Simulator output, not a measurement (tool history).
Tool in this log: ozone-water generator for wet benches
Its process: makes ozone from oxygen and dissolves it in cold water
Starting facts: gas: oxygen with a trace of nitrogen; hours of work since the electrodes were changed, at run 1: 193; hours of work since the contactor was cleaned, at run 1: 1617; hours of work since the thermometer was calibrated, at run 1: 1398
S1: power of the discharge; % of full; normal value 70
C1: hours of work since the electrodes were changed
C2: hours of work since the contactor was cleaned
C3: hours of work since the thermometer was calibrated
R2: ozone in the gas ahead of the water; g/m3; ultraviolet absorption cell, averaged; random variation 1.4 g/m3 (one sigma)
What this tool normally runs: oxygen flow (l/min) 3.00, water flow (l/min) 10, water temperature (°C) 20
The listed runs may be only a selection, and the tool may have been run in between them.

run 1 hour=0.0 | S1=70 oxygen_flow_(l/min)=3.00 water_flow_(l/min)=10 water_temperature_(°C)=20 | C1=193 C2=1617 C3=1398 | dissolved_ozone_(ppm)=22.5 R2=270.7
run 2 hour=44.0 | S1=70 oxygen_flow_(l/min)=3.00 water_flow_(l/min)=10 water_temperature_(°C)=17 | C1=226 C2=1650 C3=1430 | dissolved_ozone_(ppm)=24.3 R2=269.6
run 3 hour=79.2 | S1=70 oxygen_flow_(l/min)=3.00 water_flow_(l/min)=10 water_temperature_(°C)=20 | C1=252 C2=1675 C3=1456 | dissolved_ozone_(ppm)=22.5 R2=268.0
run 4 hour=118.2 | S1=70 oxygen_flow_(l/min)=3.00 water_flow_(l/min)=10 water_temperature_(°C)=20 | C1=280 C2=1704 C3=1484 | dissolved_ozone_(ppm)=22.7 R2=270.5
run 5 hour=173.1 | S1=70 oxygen_flow_(l/min)=3.81 water_flow_(l/min)=10 water_temperature_(°C)=20 | C1=320 C2=1744 C3=1524 | dissolved_ozone_(ppm)=21.0 R2=228.3
run 6 hour=231.1 | S1=70 oxygen_flow_(l/min)=3.81 water_flow_(l/min)=10 water_temperature_(°C)=20 | C1=363 C2=1787 C3=1567 | dissolved_ozone_(ppm)=21.6 R2=226.7
run 7 hour=287.8 | S1=70 oxygen_flow_(l/min)=3.81 water_flow_(l/min)=10 water_temperature_(°C)=20 | C1=404 C2=1828 C3=1609 | dissolved_ozone_(ppm)=21.5 R2=226.3
run 8 hour=353.7 | S1=70 oxygen_flow_(l/min)=3.81 water_flow_(l/min)=10 water_temperature_(°C)=14 | C1=453 C2=1877 C3=1657 | dissolved_ozone_(ppm)=23.7 R2=228.9
run 9 hour=382.3 | S1=70 oxygen_flow_(l/min)=3.81 water_flow_(l/min)=10 water_temperature_(°C)=14 | C1=474 C2=1898 C3=1678 | dissolved_ozone_(ppm)=23.4 R2=227.7
run 10 hour=444.6 | S1=70 oxygen_flow_(l/min)=3.81 water_flow_(l/min)=10 water_temperature_(°C)=14 | C1=519 C2=1943 C3=1723 | dissolved_ozone_(ppm)=23.3 R2=227.4
run 11 hour=483.3 | S1=70 oxygen_flow_(l/min)=3.81 water_flow_(l/min)=10 water_temperature_(°C)=14 | C1=548 C2=1972 C3=1752 | dissolved_ozone_(ppm)=23.6 R2=227.1
run 12 hour=550.5 | S1=70 oxygen_flow_(l/min)=3.00 water_flow_(l/min)=10 water_temperature_(°C)=14 | C1=597 C2=2021 C3=1801 | dissolved_ozone_(ppm)=24.8 R2=268.9
run 13 hour=585.0 | S1=48 oxygen_flow_(l/min)=3.00 water_flow_(l/min)=10 water_temperature_(°C)=20 | C1=622 C2=2046 C3=1826 | dissolved_ozone_(ppm)=17.0 R2=203.2
run 14 hour=622.9 | S1=48 oxygen_flow_(l/min)=5.22 water_flow_(l/min)=10 water_temperature_(°C)=15 | C1=650 C2=2074 C3=1854 | dissolved_ozone_(ppm)=16.2 R2=139.2
run 15 hour=675.0 | S1=45 oxygen_flow_(l/min)=3.00 water_flow_(l/min)=10 water_temperature_(°C)=20 | C1=688 C2=2112 C3=1892 | dissolved_ozone_(ppm)=16.2 R2=193.7
run 16 hour=710.2 | S1=96 oxygen_flow_(l/min)=3.00 water_flow_(l/min)=8 water_temperature_(°C)=20 | C1=714 C2=2138 C3=1918 | dissolved_ozone_(ppm)=34.0 R2=337.1
run 17 hour=758.1 | S1=66 oxygen_flow_(l/min)=3.00 water_flow_(l/min)=7 water_temperature_(°C)=17 | C1=749 C2=2173 C3=1953 | dissolved_ozone_(ppm)=30.1 R2=253.4
run 18 hour=794.9 | S1=55 oxygen_flow_(l/min)=1.91 water_flow_(l/min)=7 water_temperature_(°C)=16 | C1=776 C2=2200 C3=1980 | dissolved_ozone_(ppm)=29.5 R2=306.6
run 19 hour=863.0 | S1=55 oxygen_flow_(l/min)=1.91 water_flow_(l/min)=8 water_temperature_(°C)=16 | C1=826 C2=2250 C3=2030 | dissolved_ozone_(ppm)=25.9 R2=305.9
run 20 hour=890.7 | S1=70 oxygen_flow_(l/min)=2.10 water_flow_(l/min)=7 water_temperature_(°C)=20 | C1=846 C2=2270 C3=2050 | dissolved_ozone_(ppm)=32.6 R2=341.9
run 21 hour=926.8 | S1=73 oxygen_flow_(l/min)=2.21 water_flow_(l/min)=14 water_temperature_(°C)=13 | C1=873 C2=2297 C3=2077 | dissolved_ozone_(ppm)=18.2 R2=342.1
run 22 hour=970.0 | S1=48 oxygen_flow_(l/min)=4.76 water_flow_(l/min)=8 water_temperature_(°C)=14 | C1=905 C2=2328 C3=2109 | dissolved_ozone_(ppm)=20.0 R2=148.4
run 23 hour=1011.3 | S1=48 oxygen_flow_(l/min)=4.76 water_flow_(l/min)=8 water_temperature_(°C)=14 | C1=935 C2=2359 C3=2139 | dissolved_ozone_(ppm)=20.1 R2=146.8
run 24 hour=1062.3 | S1=48 oxygen_flow_(l/min)=4.76 water_flow_(l/min)=8 water_temperature_(°C)=14 | C1=972 C2=2396 C3=2176 | dissolved_ozone_(ppm)=19.8 R2=147.0
run 25 hour=1109.6 | S1=70 oxygen_flow_(l/min)=5.22 water_flow_(l/min)=7 water_temperature_(°C)=20 | C1=1007 C2=2431 C3=2211 | dissolved_ozone_(ppm)=24.3 R2=179.7

Alternative continuations, all from the tool just after run 25; predict every row:
run A hour=1161.4 | S1=50 oxygen_flow_(l/min)=4.13 water_flow_(l/min)=15 water_temperature_(°C)=20 | C1=1045 C2=2469 C3=2249 | dissolved_ozone_(ppm)=? R2=?
run B hour=1161.4 | S1=70 oxygen_flow_(l/min)=2.20 water_flow_(l/min)=7 water_temperature_(°C)=22 | C1=1045 C2=2469 C3=2249 | dissolved_ozone_(ppm)=? R2=?
run C hour=1161.4 | S1=72 oxygen_flow_(l/min)=3.00 water_flow_(l/min)=10 water_temperature_(°C)=13 | C1=1045 C2=2469 C3=2249 | dissolved_ozone_(ppm)=? R2=?
run D hour=1161.4 | S1=70 oxygen_flow_(l/min)=3.80 water_flow_(l/min)=10 water_temperature_(°C)=16 | C1=1045 C2=2469 C3=2249 | dissolved_ozone_(ppm)=? R2=?
run E hour=1161.4 | S1=70 oxygen_flow_(l/min)=5.22 water_flow_(l/min)=7 water_temperature_(°C)=19 | C1=1045 C2=2469 C3=2249 | dissolved_ozone_(ppm)=? R2=?

run=A dissolved_ozone_(ppm)=10.8 R2=166.4
run=B dissolved_ozone_(ppm)=30.6 R2=326.2
run=C dissolved_ozone_(ppm)=24.8 R2=266.8
run=D dissolved_ozone_(ppm)=22.4 R2=225.2
run=E dissolved_ozone_(ppm)=24.9 R2=180.6
With the hidden condition removed and each run's random variation left untouched, the same runs would have given:
run=A dissolved_ozone_(ppm)=11.6 R2=169.3
run=B dissolved_ozone_(ppm)=32.6 R2=333.6
run=C dissolved_ozone_(ppm)=26.6 R2=272.9
run=D dissolved_ozone_(ppm)=24.0 R2=230.3
run=E dissolved_ozone_(ppm)=26.6 R2=184.7
